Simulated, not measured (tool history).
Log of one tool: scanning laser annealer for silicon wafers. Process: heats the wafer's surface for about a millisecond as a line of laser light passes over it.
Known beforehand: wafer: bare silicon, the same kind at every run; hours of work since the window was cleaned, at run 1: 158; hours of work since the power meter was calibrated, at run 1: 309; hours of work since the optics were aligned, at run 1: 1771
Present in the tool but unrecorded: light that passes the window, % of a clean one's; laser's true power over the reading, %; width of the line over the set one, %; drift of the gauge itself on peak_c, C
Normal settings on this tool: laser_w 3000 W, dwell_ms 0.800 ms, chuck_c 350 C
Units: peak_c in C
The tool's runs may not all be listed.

run,hour,laser_w,dwell_ms,chuck_c,hours of work since the window was cleaned,hours of work since the power meter was calibrated,hours of work since the optics were aligned,peak_c
1,0.0,3000,0.800,350,158,309,1771,1140
2,9.3,2687,0.800,350,162,313,1776,1059
3,27.1,2687,0.800,350,171,322,1785,1058
4,45.9,3000,0.800,350,181,332,1794,1140
# hour 58.2: optics aligned, line set to its width
5,59.5,2776,0.800,350,185,336,1,1088
6,76.5,2776,0.800,350,193,344,9,1087
7,88.9,2776,0.800,350,199,351,15,1086
8,100.9,2776,0.800,350,205,356,21,1087
9,112.1,2776,0.800,350,211,362,27,1085
10,131.4,2776,0.800,350,221,372,36,1085
11,148.7,2776,0.800,350,229,380,45,1085
12,163.7,2776,0.564,350,237,388,52,983
13,180.9,2776,0.564,350,245,396,61,984
14,200.7,2776,0.564,350,255,406,71,985
15,209.1,2776,0.564,350,259,410,75,982
16,221.6,2776,0.564,350,265,417,81,984
17,236.6,2740,0.785,324,273,424,89,1045
18,249.0,2740,0.785,324,279,430,95,1043
19,264.4,2740,0.785,324,287,438,103,1041
20,278.3,3058,0.800,332,294,445,109,1138
21,295.7,3000,0.827,371,302,453,118,1175
22,309.3,2886,0.838,332,309,460,125,1106
23,322.5,3000,0.800,369,316,467,131,1158
24,340.3,2687,0.607,377,324,476,140,1008
25,355.0,3265,0.607,362,332,483,148,1123
26,365.9,2562,0.814,374,337,488,153,1054

Below are 4 alternative next runs, each starting from the tool's condition after run 26. Predict each:
A,379.9,2607,0.715,328,344,495,160,?
B,379.9,3148,0.615,350,344,495,160,?
C,379.9,2802,0.875,374,344,495,160,?
D,379.9,3000,0.690,370,344,495,160,?

run,peak_c
A,984
B,1092
C,1139
D,1113
Without the tool's unlogged condition, the same runs would have read:
run,peak_c
A,1001
B,1111
C,1159
D,1132

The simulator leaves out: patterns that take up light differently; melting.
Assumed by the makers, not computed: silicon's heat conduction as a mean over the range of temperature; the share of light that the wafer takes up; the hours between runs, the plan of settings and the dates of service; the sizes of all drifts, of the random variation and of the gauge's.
